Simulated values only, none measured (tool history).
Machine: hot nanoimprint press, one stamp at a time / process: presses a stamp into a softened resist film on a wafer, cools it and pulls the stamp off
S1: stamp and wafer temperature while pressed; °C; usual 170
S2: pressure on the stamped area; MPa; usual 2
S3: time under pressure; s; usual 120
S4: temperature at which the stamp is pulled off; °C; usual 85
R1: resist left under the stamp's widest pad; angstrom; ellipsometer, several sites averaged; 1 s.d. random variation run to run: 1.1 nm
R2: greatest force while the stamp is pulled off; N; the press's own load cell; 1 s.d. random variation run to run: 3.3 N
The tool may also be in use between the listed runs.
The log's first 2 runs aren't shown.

-- day=2.275 stamp cleaned and given a new release coat
run 3 day=5.196 | S1=170 S2=2 S3=120 S4=85 | R1=1656 R2=177
run 4 day=6.712 | S1=170 S2=2 S3=120 S4=85 | R1=1652 R2=188
run 5 day=8.421 | S1=170 S2=2 S3=120 S4=85 | R1=1660 R2=196
run 6 day=10.442 | S1=170 S2=2 S3=120 S4=85 | R1=1684 R2=204
run 7 day=11.921 | S1=170 S2=2.02 S3=120 S4=85 | R1=1666 R2=225
run 8 day=13.479 | S1=170 S2=2.02 S3=120 S4=85 | R1=1674 R2=238
run 9 day=16.575 | S1=170 S2=2.02 S3=120 S4=85 | R1=1690 R2=255
-- day=17.654 stamp cleaned and given a new release coat
run 10 day=18.642 | S1=170 S2=2.02 S3=120 S4=85 | R1=1701 R2=171
run 11 day=20.271 | S1=170 S2=2.02 S3=120 S4=85 | R1=1721 R2=183
-- day=21.162 plate thermocouple calibrated
run 12 day=22.254 | S1=170 S2=2.02 S3=120 S4=85 | R1=1577 R2=176
run 13 day=24.812 | S1=170 S2=2.02 S3=120 S4=85 | R1=1609 R2=199
run 14 day=28.008 | S1=170 S2=2.02 S3=120 S4=85 | R1=1621 R2=225
run 15 day=30.454 | S1=170 S2=1.21 S3=120 S4=85 | R1=2007 R2=228
run 16 day=32.521 | S1=181 S2=2 S3=167 S4=82 | R1=713 R2=269
-- day=33.129 stamp cleaned and given a new release coat
run 17 day=34.646 | S1=180 S2=1.88 S3=120 S4=85 | R1=899 R2=168
run 18 day=37.408 | S1=180 S2=1.88 S3=120 S4=85 | R1=923 R2=184
run 19 day=39.429 | S1=170 S2=2 S3=120 S4=86 | R1=1679 R2=198
run 20 day=42.183 | S1=170 S2=2 S3=120 S4=86 | R1=1686 R2=218
run 21 day=44.3 | S1=161 S2=1.58 S3=64 S4=85 | R1=3101 R2=227
run 22 day=46.271 | S1=161 S2=1.58 S3=64 S4=85 | R1=3180 R2=241
-- day=47.438 plate thermocouple calibrated
-- day=48.658 stamp cleaned and given a new release coat
run 23 day=49.321 | S1=161 S2=1.58 S3=64 S4=85 | R1=3065 R2=165

What does the tool deliver on the next run?
-- day=51.058 press's hydraulic seals changed and the load cell set to zero
run 24 day=52.279 | S1=161 S2=1.58 S3=64 S4=85 | R1=? R2=?

Logged for run 24: R1 3086 angstrom, R2 180 N.
Minus the tool's unlogged condition, the same run would have read R1 3056 angstrom, R2 159 N.
